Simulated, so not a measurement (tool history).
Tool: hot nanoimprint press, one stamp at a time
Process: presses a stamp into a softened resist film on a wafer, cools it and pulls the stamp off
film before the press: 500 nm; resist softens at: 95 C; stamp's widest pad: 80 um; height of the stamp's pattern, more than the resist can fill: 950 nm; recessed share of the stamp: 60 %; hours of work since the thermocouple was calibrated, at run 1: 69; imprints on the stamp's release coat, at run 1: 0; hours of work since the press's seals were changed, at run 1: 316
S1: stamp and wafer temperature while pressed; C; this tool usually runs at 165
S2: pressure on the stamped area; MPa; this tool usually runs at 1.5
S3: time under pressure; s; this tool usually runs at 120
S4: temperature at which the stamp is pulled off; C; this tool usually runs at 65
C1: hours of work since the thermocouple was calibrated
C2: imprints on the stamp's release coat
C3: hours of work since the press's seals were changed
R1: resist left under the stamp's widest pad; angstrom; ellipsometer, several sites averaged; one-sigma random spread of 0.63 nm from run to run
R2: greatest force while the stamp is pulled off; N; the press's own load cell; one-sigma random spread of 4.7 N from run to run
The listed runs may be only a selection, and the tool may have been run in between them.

run,hour,S1,S2,S3,S4,C1,C2,C3,R1,R2
1,0,165,1.5,120,65,69,0,316,2833,232
2,16.3,165,1.5,120,65,79,69,325,2834,226
3,29.1,165,1.5,100,65,86,123,332,3013,226
4,48.3,165,1.5,100,65,97,205,343,2998,227
5,63.4,165,1.5,100,65,106,269,352,2984,223
6,91.3,165,1.5,100,65,122,388,368,2994,228
7,121.1,162,1.5,120,57,139,514,385,3178,263
8,142.8,160,1.5,65,57,151,606,398,3921,259
9,172.1,170,1.5,150,57,168,731,415,2109,257
10,188.3,170,1.5,147,57,178,799,424,2121,267
11,216.3,166,1.5,120,65,194,918,440,2728,229
12,239.4,176,1.7,94,65,207,1016,453,1845,233

Branching from run 12: 5 alternative next runs. What would each branch give?
A,264.9,177,1.7,94,56,222,1125,468,?,?
B,264.9,168,1.7,122,71,222,1125,468,?,?
C,264.9,165,1.22,143,59,222,1125,468,?,?
D,264.9,165,1.38,81,59,222,1125,468,?,?
E,264.9,153,1.7,94,65,222,1125,468,?,?

run,R1,R2
A,1766,265
B,2355,198
C,2887,261
D,3288,260
E,4227,222
What these runs would have given with no unlogged condition in the tool:
run,R1,R2
A,1766,265
B,2355,197
C,2887,260
D,3289,259
E,4227,221
